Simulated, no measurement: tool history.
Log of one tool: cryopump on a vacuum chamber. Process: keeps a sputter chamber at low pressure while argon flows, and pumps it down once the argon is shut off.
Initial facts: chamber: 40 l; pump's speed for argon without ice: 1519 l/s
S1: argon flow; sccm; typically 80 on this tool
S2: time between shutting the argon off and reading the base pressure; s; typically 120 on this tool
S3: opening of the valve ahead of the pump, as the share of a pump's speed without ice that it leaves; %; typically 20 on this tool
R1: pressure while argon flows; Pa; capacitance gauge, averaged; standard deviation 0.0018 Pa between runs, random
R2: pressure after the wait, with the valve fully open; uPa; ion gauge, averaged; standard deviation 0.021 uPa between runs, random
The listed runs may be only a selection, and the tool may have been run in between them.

run   hour  S1   S2  S3      R1    R2
  1    0.0  80  120  20  0.4521  2.71
  2   12.3  80  120  20  0.4520  2.66
  3   22.4  80  120  20  0.4511  2.68
  4   40.9  80  120  22  0.4124  2.64
  5   56.5  80  120  20  0.4558  2.77
  6   68.7  80   34  20  0.4522  3.31
  7   81.5  80   34  20  0.4553  3.34
  8   94.0  80   34  20  0.4528  3.49
  9  110.9  80   34  20  0.4561  3.54
 10  128.9  80   34  20  0.4551  3.58
 11  153.2  80   34  20  0.4573  3.63
 12  168.7  80   34  20  0.4551  3.69
 13  186.7  80   34  20  0.4544  3.70
 14  202.7  45   90  20  0.2567  3.18
 15  218.0  45   90  20  0.2573  3.25
 16  231.4  45   90  20  0.2583  3.26
 17  253.6  45   98  19  0.2707  3.25

Run 18 comes next. What will it give?
 18  268.8  33  108  31   ?   ?

Run 18 came out at R1 0.1250 Pa, R2 3.33 uPa.
Without the tool's hidden state the same run would have given R1 0.1188 Pa, R2 0.53 uPa.
